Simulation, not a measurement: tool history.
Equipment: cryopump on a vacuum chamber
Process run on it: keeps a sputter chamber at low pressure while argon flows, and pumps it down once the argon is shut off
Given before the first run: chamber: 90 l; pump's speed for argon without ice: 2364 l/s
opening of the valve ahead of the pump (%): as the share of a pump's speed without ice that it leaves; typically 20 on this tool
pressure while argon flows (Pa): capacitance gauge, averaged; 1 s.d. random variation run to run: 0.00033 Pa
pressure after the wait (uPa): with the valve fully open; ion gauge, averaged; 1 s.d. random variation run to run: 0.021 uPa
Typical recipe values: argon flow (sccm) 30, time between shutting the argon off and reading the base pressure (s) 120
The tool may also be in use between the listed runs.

| run | hour | argon flow (sccm) | time between shutting the argon off and reading the base pressure (s) | opening of the valve ahead of the pump (%) | pressure while argon flows (Pa) | pressure after the wait (uPa) |
|---|---|---|---|---|---|---|
| 1 | 0.0 | 30 | 120 | 20 | 0.1120 | 1.68 |
| 2 | 98.7 | 30 | 120 | 20 | 0.1123 | 1.88 |
| 3 | 150.0 | 30 | 120 | 17 | 0.1310 | 1.99 |
| 4 | 209.0 | 30 | 120 | 20 | 0.1124 | 1.98 |
|  | 255.6 | pump warmed up, emptied and cooled again |
| 5 | 261.7 | 30 | 120 | 20 | 0.1074 | 1.70 |
| 6 | 331.4 | 30 | 120 | 20 | 0.1080 | 1.74 |
| 7 | 375.9 | 30 | 120 | 20 | 0.1082 | 1.82 |
| 8 | 468.8 | 30 | 120 | 20 | 0.1084 | 1.86 |
| 9 | 561.8 | 26 | 120 | 20 | 0.0944 | 2.02 |
|  | 598.0 | leaking fittings of the chamber tightened, without venting |
| 10 | 619.8 | 26 | 120 | 20 | 0.0944 | 0.55 |
| 11 | 674.8 | 26 | 120 | 20 | 0.0947 | 0.64 |
| 12 | 735.6 | 26 | 120 | 20 | 0.0956 | 0.68 |
| 13 | 814.6 | 31 | 182 | 16 | 0.1416 | 0.62 |
| 14 | 860.1 | 30 | 120 | 18 | 0.1220 | 0.72 |
| 15 | 943.7 | 30 | 120 | 18 | 0.1234 | 0.77 |
| 16 | 1005.0 | 30 | 120 | 40 | 0.0579 | 0.84 |
| 17 | 1096.0 | 60 | 120 | 40 | 0.1173 | 0.96 |
| 18 | 1182.0 | 14 | 69 | 20 | 0.0524 | 1.28 |
| 19 | 1248.9 | 33 | 119 | 31 | 0.0823 | 1.14 |
|  | 1319.8 | pump warmed up, emptied and cooled again |
| 20 | 1332.6 | 33 | 124 | 26 | 0.0913 | 0.99 |
| 21 | 1382.5 | 33 | 124 | 26 | 0.0916 | 1.01 |

5 options for the next run, each taken on its own from the tool as it stands now. Forecast them:
| A | 1481.3 | 33 | 84 | 26 | ? | ? |
| B | 1481.3 | 33 | 124 | 23 | ? | ? |
| C | 1481.3 | 33 | 131 | 45 | ? | ? |
| D | 1481.3 | 30 | 162 | 19 | ? | ? |
| E | 1481.3 | 29 | 239 | 26 | ? | ? |

| run | pressure while argon flows (Pa) | pressure after the wait (uPa) |
|---|---|---|
| A | 0.0920 | 1.30 |
| B | 0.1037 | 1.12 |
| C | 0.0539 | 1.10 |
| D | 0.1138 | 1.01 |
| E | 0.0809 | 0.91 |
Had the tool no hidden state, the same runs would have come out as:
| run | pressure while argon flows (Pa) | pressure after the wait (uPa) |
|---|---|---|
| A | 0.0905 | 0.69 |
| B | 0.1022 | 0.50 |
| C | 0.0524 | 0.49 |
| D | 0.1125 | 0.41 |
| E | 0.0796 | 0.30 |

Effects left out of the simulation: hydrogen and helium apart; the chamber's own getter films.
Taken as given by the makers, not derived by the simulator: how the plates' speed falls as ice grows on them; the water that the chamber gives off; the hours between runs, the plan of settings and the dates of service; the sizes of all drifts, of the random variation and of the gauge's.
